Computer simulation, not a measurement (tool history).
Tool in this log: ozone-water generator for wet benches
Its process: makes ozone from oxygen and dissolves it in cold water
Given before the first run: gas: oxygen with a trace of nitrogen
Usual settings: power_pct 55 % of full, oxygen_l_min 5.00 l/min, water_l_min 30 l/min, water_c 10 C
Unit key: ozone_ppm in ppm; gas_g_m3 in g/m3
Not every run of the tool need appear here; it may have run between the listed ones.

run,hour,power_pct,oxygen_l_min,water_l_min,water_c,ozone_ppm,gas_g_m3
1,0.0,55,5.00,30,10,15.8,168.4
2,51.9,55,5.00,30,10,15.5,169.1
3,100.2,55,5.00,30,10,15.6,169.5
4,208.9,55,5.00,30,10,15.8,167.8
5,302.7,55,5.00,30,10,15.7,169.9
6,401.9,55,3.57,30,10,15.1,211.9
7,507.4,55,3.57,30,10,15.0,211.0
8,592.7,55,5.00,30,14,15.0,171.5
9,702.4,55,5.00,30,14,14.9,172.5
10,768.8,55,5.67,40,10,11.9,158.6
11,829.3,90,8.76,42,7,15.8,160.4
12,882.2,74,7.73,30,10,18.9,154.8
13,984.9,95,5.00,42,10,15.3,236.2
14,1087.5,88,5.00,42,10,14.4,225.6
15,1195.6,88,5.00,42,10,14.7,227.0
16,1284.7,55,3.19,26,6,17.8,232.2
# hour 1294.8: gauge calibrated
17,1355.7,55,7.94,26,6,18.6,126.1

Each row is a separate what-if for the run after 17, all from the same tool condition, not one after another. Results?
A,1421.9,45,7.94,23,7,?,?
B,1421.9,55,2.50,30,10,?,?
C,1421.9,55,5.00,46,10,?,?
D,1421.9,55,7.94,26,6,?,?
E,1421.9,55,3.87,30,10,?,?

run,ozone_ppm,gas_g_m3
A,18.4,111.6
B,14.3,264.5
C,9.9,169.2
D,18.9,125.8
E,15.4,198.4
Stripped of hidden state, with their random variation kept, the same runs would have yielded:
run,ozone_ppm,gas_g_m3
A,18.4,111.3
B,14.3,263.7
C,9.9,168.7
D,18.9,125.5
E,15.4,197.9
